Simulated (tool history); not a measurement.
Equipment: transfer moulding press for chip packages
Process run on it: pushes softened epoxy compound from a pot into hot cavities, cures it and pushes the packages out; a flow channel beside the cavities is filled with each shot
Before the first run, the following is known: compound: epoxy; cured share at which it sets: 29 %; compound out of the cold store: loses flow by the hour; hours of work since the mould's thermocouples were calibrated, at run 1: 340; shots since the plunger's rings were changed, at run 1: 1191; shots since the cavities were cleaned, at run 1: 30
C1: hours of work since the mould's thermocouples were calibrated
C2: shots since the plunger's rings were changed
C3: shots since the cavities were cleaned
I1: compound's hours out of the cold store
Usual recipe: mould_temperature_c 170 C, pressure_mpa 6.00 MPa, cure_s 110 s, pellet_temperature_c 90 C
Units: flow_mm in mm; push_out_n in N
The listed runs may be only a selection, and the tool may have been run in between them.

run 1 hour=0.0 | mould_temperature_c=170 pressure_mpa=6.00 cure_s=110 pellet_temperature_c=90 | C1=340 C2=1191 C3=30 | I1=21.1 | flow_mm=693 push_out_n=582
run 2 hour=10.4 | mould_temperature_c=170 pressure_mpa=4.72 cure_s=110 pellet_temperature_c=90 | C1=347 C2=1308 C3=147 | I1=35.7 | flow_mm=584 push_out_n=680
run 3 hour=18.2 | mould_temperature_c=170 pressure_mpa=4.72 cure_s=110 pellet_temperature_c=90 | C1=353 C2=1395 C3=234 | I1=33.5 | flow_mm=587 push_out_n=756
run 4 hour=28.8 | mould_temperature_c=170 pressure_mpa=6.00 cure_s=110 pellet_temperature_c=90 | C1=360 C2=1514 C3=353 | I1=43.9 | flow_mm=638 push_out_n=774
run 5 hour=40.4 | mould_temperature_c=170 pressure_mpa=5.95 cure_s=110 pellet_temperature_c=90 | C1=369 C2=1645 C3=484 | I1=27.4 | flow_mm=669 push_out_n=888
run 6 hour=50.1 | mould_temperature_c=170 pressure_mpa=5.29 cure_s=110 pellet_temperature_c=90 | C1=376 C2=1754 C3=593 | I1=37.2 | flow_mm=611 push_out_n=938
run 7 hour=58.9 | mould_temperature_c=170 pressure_mpa=5.29 cure_s=110 pellet_temperature_c=90 | C1=382 C2=1852 C3=691 | I1=44.9 | flow_mm=596 push_out_n=950
-- hour=69.2 cavities cleaned with cleaning compound and waxed
run 8 hour=69.9 | mould_temperature_c=170 pressure_mpa=5.29 cure_s=110 pellet_temperature_c=90 | C1=388 C2=1959 C3=8 | I1=13.7 | flow_mm=661 push_out_n=594
run 9 hour=77.1 | mould_temperature_c=170 pressure_mpa=5.29 cure_s=110 pellet_temperature_c=90 | C1=394 C2=2040 C3=89 | I1=13.5 | flow_mm=663 push_out_n=655
run 10 hour=87.1 | mould_temperature_c=163 pressure_mpa=5.29 cure_s=110 pellet_temperature_c=90 | C1=401 C2=2152 C3=201 | I1=40.8 | flow_mm=624 push_out_n=1147
run 11 hour=101.4 | mould_temperature_c=163 pressure_mpa=5.29 cure_s=149 pellet_temperature_c=90 | C1=411 C2=2313 C3=362 | I1=33.1 | flow_mm=640 push_out_n=790
run 12 hour=116.3 | mould_temperature_c=169 pressure_mpa=6.00 cure_s=110 pellet_temperature_c=90 | C1=421 C2=2481 C3=530 | I1=18.2 | flow_mm=691 push_out_n=1023
run 13 hour=126.8 | mould_temperature_c=170 pressure_mpa=6.00 cure_s=109 pellet_temperature_c=90 | C1=429 C2=2598 C3=647 | I1=10.4 | flow_mm=708 push_out_n=968
run 14 hour=135.8 | mould_temperature_c=170 pressure_mpa=4.76 cure_s=110 pellet_temperature_c=90 | C1=435 C2=2699 C3=748 | I1=21.9 | flow_mm=605 push_out_n=998
-- hour=141.2 cavities cleaned with cleaning compound and waxed
run 15 hour=152.2 | mould_temperature_c=170 pressure_mpa=4.76 cure_s=110 pellet_temperature_c=90 | C1=446 C2=2866 C3=124 | I1=21.4 | flow_mm=602 push_out_n=685
run 16 hour=166.3 | mould_temperature_c=163 pressure_mpa=6.00 cure_s=110 pellet_temperature_c=90 | C1=456 C2=3025 C3=283 | I1=42.1 | flow_mm=657 push_out_n=1146
run 17 hour=176.7 | mould_temperature_c=163 pressure_mpa=6.00 cure_s=141 pellet_temperature_c=90 | C1=463 C2=3142 C3=400 | I1=25.0 | flow_mm=696 push_out_n=862
run 18 hour=189.2 | mould_temperature_c=170 pressure_mpa=6.00 cure_s=95 pellet_temperature_c=89 | C1=472 C2=3282 C3=540 | I1=44.6 | flow_mm=621 push_out_n=1136
run 19 hour=203.9 | mould_temperature_c=170 pressure_mpa=6.00 cure_s=95 pellet_temperature_c=89 | C1=482 C2=3447 C3=705 | I1=22.1 | flow_mm=675 push_out_n=1305
-- hour=212.4 plunger's sealing rings changed
-- hour=215.3 cavities cleaned with cleaning compound and waxed
run 20 hour=215.8 | mould_temperature_c=163 pressure_mpa=6.00 cure_s=124 pellet_temperature_c=89 | C1=488 C2=21 C3=5 | I1=39.8 | flow_mm=689 push_out_n=680
-- hour=218.6 mould's thermocouples calibrated
run 21 hour=226.6 | mould_temperature_c=164 pressure_mpa=7.06 cure_s=124 pellet_temperature_c=82 | C1=6 C2=119 C3=103 | I1=40.5 | flow_mm=742 push_out_n=774
run 22 hour=239.3 | mould_temperature_c=164 pressure_mpa=4.60 cure_s=124 pellet_temperature_c=82 | C1=15 C2=262 C3=246 | I1=12.7 | flow_mm=658 push_out_n=969
run 23 hour=250.0 | mould_temperature_c=170 pressure_mpa=6.69 cure_s=136 pellet_temperature_c=90 | C1=22 C2=382 C3=366 | I1=20.2 | flow_mm=741 push_out_n=698
run 24 hour=256.7 | mould_temperature_c=166 pressure_mpa=5.75 cure_s=111 pellet_temperature_c=81 | C1=27 C2=458 C3=442 | I1=18.8 | flow_mm=707 push_out_n=1136
run 25 hour=263.6 | mould_temperature_c=178 pressure_mpa=4.64 cure_s=110 pellet_temperature_c=90 | C1=32 C2=535 C3=519 | I1=28.6 | flow_mm=579 push_out_n=737
run 26 hour=274.1 | mould_temperature_c=174 pressure_mpa=6.67 cure_s=132 pellet_temperature_c=80 | C1=39 C2=653 C3=637 | I1=34.6 | flow_mm=691 push_out_n=779
run 27 hour=285.9 | mould_temperature_c=171 pressure_mpa=6.50 cure_s=121 pellet_temperature_c=83 | C1=48 C2=785 C3=769 | I1=21.3 | flow_mm=726 push_out_n=909
-- hour=289.3 cavities cleaned with cleaning compound and waxed
-- hour=303.4 mould's thermocouples calibrated, once more
run 28 hour=304.3 | mould_temperature_c=163 pressure_mpa=6.50 cure_s=121 pellet_temperature_c=96 | C1=1 C2=953 C3=146 | I1=43.3 | flow_mm=697 push_out_n=838
run 29 hour=310.6 | mould_temperature_c=163 pressure_mpa=6.50 cure_s=121 pellet_temperature_c=96 | C1=5 C2=1023 C3=216 | I1=23.4 | flow_mm=743 push_out_n=905
run 30 hour=324.0 | mould_temperature_c=170 pressure_mpa=6.10 cure_s=110 pellet_temperature_c=90 | C1=15 C2=1174 C3=367 | I1=43.6 | flow_mm=646 push_out_n=810

Hidden condition of the tool, last listed run before each entry between runs versus first listed run after:
Runs 7 to 8: cavities cleaned with cleaning compound and waxed (hour 69.2)
  true mould temperature over the reading, C: -0.59 -> -0.6; pressure that reaches the compound, % of what is set: 95.11 -> 94.84; grip of the stained cavities, % over clean ones': 80.2 -> 5
  what was measured, less what the result would be without the hidden state, flow_mm: -13 -> -15 mm; push_out_n: +438 -> +44 N
Runs 14 to 15: cavities cleaned with cleaning compound and waxed (hour 141.2)
  true mould temperature over the reading, C: -0.66 -> -0.68; pressure that reaches the compound, % of what is set: 93.1 -> 92.69; grip of the stained cavities, % over clean ones': 84 -> 23.2
  what was measured, less what the result would be without the hidden state, flow_mm: -20 -> -21 mm; push_out_n: +471 -> +146 N
Runs 19 to 20: plunger's sealing rings changed (hour 212.4); cavities cleaned with cleaning compound and waxed (hour 215.3)
  true mould temperature over the reading, C: -0.73 -> -0.74; pressure that reaches the compound, % of what is set: 91.31 -> 99.8; grip of the stained cavities, % over clean ones': 80 -> 1.2
  what was measured, less what the result would be without the hidden state, flow_mm: -28 -> +2 mm; push_out_n: +615 -> +39 N
Runs 20 to 21: mould's thermocouples calibrated (hour 218.6)
  true mould temperature over the reading, C: -0.74 -> -1.01; pressure that reaches the compound, % of what is set: 99.8 -> 99.56; grip of the stained cavities, % over clean ones': 1.2 -> 19.7
  what was measured, less what the result would be without the hidden state, flow_mm: +2 -> +3 mm; push_out_n: +39 -> +166 N
Runs 27 to 28: cavities cleaned with cleaning compound and waxed (hour 289.3); mould's thermocouples calibrated, once more (hour 303.4)
  true mould temperature over the reading, C: -1.07 -> -0.01; pressure that reaches the compound, % of what is set: 97.96 -> 97.51; grip of the stained cavities, % over clean ones': 84.3 -> 27.3
  what was measured, less what the result would be without the hidden state, flow_mm: -3 -> -9 mm; push_out_n: +432 -> +180 N
